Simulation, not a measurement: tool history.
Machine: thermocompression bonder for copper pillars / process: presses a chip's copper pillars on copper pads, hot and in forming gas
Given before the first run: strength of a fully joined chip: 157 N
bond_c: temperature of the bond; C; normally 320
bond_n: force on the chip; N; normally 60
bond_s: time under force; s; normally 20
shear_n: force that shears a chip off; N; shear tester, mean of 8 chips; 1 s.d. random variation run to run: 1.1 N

run	hour	bond_c	bond_n	bond_s	shear_n
1	0	320	60	20	94.6
2	3.8	320	60	20	94
3	12.9	320	60	32	109.7
4	18.7	320	60	20	94.7
5	26.3	320	60	20	95.1
6	30.8	332	60	20	105.7
7	35.4	322	60	20	97.2
8	39.8	322	60	58	128.4
9	45	320	60	37	113.4
10	49.8	320	60	37	111.5
# hour 52.1: force cell calibrated
11	59.3	320	60	37	113.5
12	65.7	320	60	37	112.7
13	74.3	320	60	37	111.9
14	83.1	320	60	37	113.6
15	89.5	306	60	37	98.5
16	93.9	291	43	16	46.9
17	99	345	43	51	113.8
# hour 104.1: force cell calibrated, once more
18	108.5	300	66	33	100
19	115.7	300	66	33	100

What if the next run were any one of these 4? Each begins from the tool's condition after run 19:
A	123	320	46	20	?
B	123	320	85	20	?
C	123	320	60	42	?
D	123	323	66	13	?

run	shear_n
A	75.2
B	120.7
C	116.6
D	91.5
Stripped of hidden state, with their random variation kept, the same runs would have yielded:
run	shear_n
A	78.1
B	124
C	119.9
D	94.7

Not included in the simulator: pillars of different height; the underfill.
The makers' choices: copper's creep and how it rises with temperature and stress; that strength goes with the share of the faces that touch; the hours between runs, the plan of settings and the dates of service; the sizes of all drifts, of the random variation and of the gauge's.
